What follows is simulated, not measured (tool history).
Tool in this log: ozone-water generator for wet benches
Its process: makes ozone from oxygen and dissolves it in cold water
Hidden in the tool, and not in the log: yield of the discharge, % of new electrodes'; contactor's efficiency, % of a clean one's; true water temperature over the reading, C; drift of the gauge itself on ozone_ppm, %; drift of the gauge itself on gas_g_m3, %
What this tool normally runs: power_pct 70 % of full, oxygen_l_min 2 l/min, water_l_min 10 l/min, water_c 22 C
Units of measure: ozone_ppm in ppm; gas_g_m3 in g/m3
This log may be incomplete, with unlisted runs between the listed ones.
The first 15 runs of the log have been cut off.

run	day	power_pct	oxygen_l_min	water_l_min	water_c	hours of work since the electrodes were changed	hours of work since the contactor was cleaned	hours of work since the thermometer was calibrated	ozone_ppm	gas_g_m3
16	38.854	70	2	10	22	3066	160	3453	16	211.1
17	41.454	70	2	10	22	3117	210	3504	15.9	208.4
18	45.354	70	2	10	17	3193	286	3579	17	211.3
19	47.671	61	1.33	10	17	3238	331	3624	14.4	235.1
# day 48.867: water thermometer calibrated
20	50.333	87	2.59	12	19	3289	383	29	16	211
21	53.479	87	2.59	12	19	3350	444	90	16.5	210.2
22	56.7	70	2	16	22	3413	506	152	9.7	207.4
23	59.321	40	2	8	15	3464	557	203	15.3	151.4
24	61.025	40	2	10	20	3497	590	236	11.8	152.8
25	64.712	46	2	14	29	3568	662	308	8.4	164
26	67.454	46	2	14	29	3622	715	361	8.2	161.2
27	69.2	46	2	14	29	3656	749	395	8.3	164.9
28	71.862	46	2	14	29	3707	801	447	8	164.2
29	74.942	70	2	7	16	3767	861	507	23.1	202.7
30	78.317	70	2	7	16	3833	926	572	22.5	202
31	80.108	52	1	12	29	3867	961	607	8.8	238.4
32	82.104	82	1.76	10	24	3906	1000	646	15.9	237.2
33	84.012	70	3.26	10	22	3943	1037	683	15.8	161

Predict each of these 3 candidate next runs independently; none follows another, all start after run 33:
A	87.688	70	2.26	9	14	4015	1108	754	?	?
B	87.688	52	1.57	16	22	4015	1108	754	?	?
C	87.688	70	3.26	10	29	4015	1108	754	?	?

run	ozone_ppm	gas_g_m3
A	19.2	192.1
B	7.6	194.3
C	13.7	161.1
Take away the tool's hidden state, keep each run's random variation, and the runs would have read:
run	ozone_ppm	gas_g_m3
A	23.1	228.7
B	9	224.3
C	16.6	191.9
